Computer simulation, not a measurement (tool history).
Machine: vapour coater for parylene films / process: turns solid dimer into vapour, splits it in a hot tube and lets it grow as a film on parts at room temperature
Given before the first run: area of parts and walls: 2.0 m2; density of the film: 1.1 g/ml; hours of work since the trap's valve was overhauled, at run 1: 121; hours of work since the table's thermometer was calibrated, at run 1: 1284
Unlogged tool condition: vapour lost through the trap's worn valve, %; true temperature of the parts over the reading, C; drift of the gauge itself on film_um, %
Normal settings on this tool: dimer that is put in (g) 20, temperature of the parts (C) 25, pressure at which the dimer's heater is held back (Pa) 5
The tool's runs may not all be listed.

| run | hour | dimer that is put in (g) | temperature of the parts (C) | pressure at which the dimer's heater is held back (Pa) | hours of work since the trap's valve was overhauled | hours of work since the table's thermometer was calibrated | thickness of the film (µm) |
|---|---|---|---|---|---|---|---|
| 1 | 0 | 20 | 25 | 5 | 121 | 1284 | 5.94 |
| 2 | 25.1 | 20 | 25 | 5 | 143 | 1306 | 5.94 |
| 3 | 58.9 | 20 | 25 | 5 | 172 | 1335 | 5.98 |
| 4 | 97.1 | 20 | 25 | 5 | 205 | 1368 | 5.81 |
| 5 | 130.9 | 20 | 25 | 5 | 234 | 1398 | 5.7 |
| 6 | 164.5 | 20 | 25 | 5 | 263 | 1427 | 5.65 |
|  | 177.2 | table's thermometer calibrated |
| 7 | 189.5 | 20 | 25 | 5 | 284 | 11 | 5.64 |
| 8 | 228.2 | 20 | 25 | 8.94 | 318 | 44 | 5.25 |
| 9 | 260.7 | 20 | 31 | 5 | 346 | 72 | 4.35 |
| 10 | 295.8 | 20 | 21 | 5 | 376 | 103 | 6.35 |
| 11 | 322.3 | 20 | 21 | 5 | 399 | 126 | 6.46 |
| 12 | 340.3 | 20 | 21 | 5 | 415 | 141 | 6.38 |
| 13 | 377.2 | 20 | 21 | 5 | 447 | 173 | 6.38 |
| 14 | 403.9 | 20 | 25 | 6.49 | 470 | 197 | 5.3 |
| 15 | 421.3 | 20 | 25 | 6.49 | 485 | 212 | 5.25 |
| 16 | 461.1 | 20 | 25 | 9.82 | 520 | 246 | 5.02 |
| 17 | 480.5 | 20 | 25 | 9.82 | 536 | 263 | 5.01 |
| 18 | 504.5 | 20 | 25 | 9.82 | 557 | 284 | 5.04 |
| 19 | 534.9 | 20 | 25 | 5 | 584 | 310 | 5.32 |
| 20 | 574.9 | 20 | 27 | 5 | 618 | 345 | 4.85 |
|  | 585.3 | trap's valve overhauled |
| 21 | 615 | 20 | 31 | 5 | 26 | 376 | 3.82 |
| 22 | 644.8 | 20 | 31 | 5.77 | 52 | 402 | 3.78 |
| 23 | 680.8 | 18 | 31 | 5.77 | 83 | 433 | 3.4 |
| 24 | 699.8 | 18 | 31 | 5.77 | 99 | 450 | 3.4 |
| 25 | 726.5 | 18 | 31 | 5.77 | 122 | 473 | 3.39 |
| 26 | 769 | 10 | 33 | 5.35 | 159 | 510 | 1.68 |
|  | 797.2 | trap's valve overhauled, once more |
| 27 | 811.1 | 12 | 30 | 3.48 | 12 | 543 | 3.01 |
| 28 | 849.8 | 12 | 30 | 3.48 | 46 | 576 | 3.03 |
| 29 | 872.7 | 12 | 30 | 3.48 | 65 | 596 | 3.06 |
| 30 | 915.3 | 20 | 32 | 5 | 102 | 633 | 4.41 |
| 31 | 957.3 | 23 | 25 | 11.02 | 139 | 669 | 6.2 |
| 32 | 978.3 | 12 | 31 | 3.51 | 157 | 688 | 2.78 |
| 33 | 1018.8 | 12 | 31 | 3.51 | 192 | 723 | 2.88 |
| 34 | 1042 | 20 | 24 | 3.46 | 212 | 743 | 6.23 |
| 35 | 1071.9 | 22 | 25 | 5 | 238 | 769 | 6.38 |
| 36 | 1111.9 | 15 | 18 | 4.82 | 273 | 803 | 5.66 |
| 37 | 1137.1 | 9 | 22 | 2.47 | 295 | 825 | 3.08 |
| 38 | 1163.1 | 9 | 22 | 2.47 | 317 | 848 | 3.08 |
| 39 | 1181.9 | 20 | 25 | 10.6 | 334 | 864 | 5.25 |
| 40 | 1199.8 | 11 | 33 | 2.95 | 349 | 880 | 2.36 |
| 41 | 1232.2 | 20 | 25 | 7.32 | 377 | 908 | 5.41 |
| 42 | 1274.9 | 20 | 25 | 7.32 | 414 | 945 | 5.38 |
| 43 | 1307.8 | 17 | 25 | 5.94 | 443 | 973 | 4.64 |
| 44 | 1350.6 | 11 | 23 | 3.09 | 480 | 1010 | 3.47 |
| 45 | 1383.2 | 11 | 23 | 3.09 | 508 | 1039 | 3.45 |
| 46 | 1426 | 9 | 27 | 8.66 | 545 | 1076 | 2.1 |
| 47 | 1468 | 9 | 27 | 8.66 | 582 | 1112 | 2.13 |

Hidden state at the last listed run before each entry between runs and at the first one after, where it differs:
Run 6 -> run 7: table's thermometer calibrated (hour 177.2)
  vapour lost through the trap's worn valve, %: 5.6 -> 6; true temperature of the parts over the reading, C: -0.87 -> 0.02
  difference, measured minus the result without the unlogged condition, thickness of the film (µm): -0.13 -> -0.37
Run 20 -> run 21: trap's valve overhauled (hour 585.3)
  vapour lost through the trap's worn valve, %: 12.4 -> 17.8; true temperature of the parts over the reading, C: -0.17 -> -0.19
  difference, measured minus the result without the unlogged condition, thickness of the film (µm): -0.65 -> -0.79
Run 26 -> run 27: trap's valve overhauled, once more (hour 797.2)
  vapour lost through the trap's worn valve, %: 20.3 -> 0.3; true temperature of the parts over the reading, C: -0.27 -> -0.29
  difference, measured minus the result without the unlogged condition, thickness of the film (µm): -0.41 -> +0.03
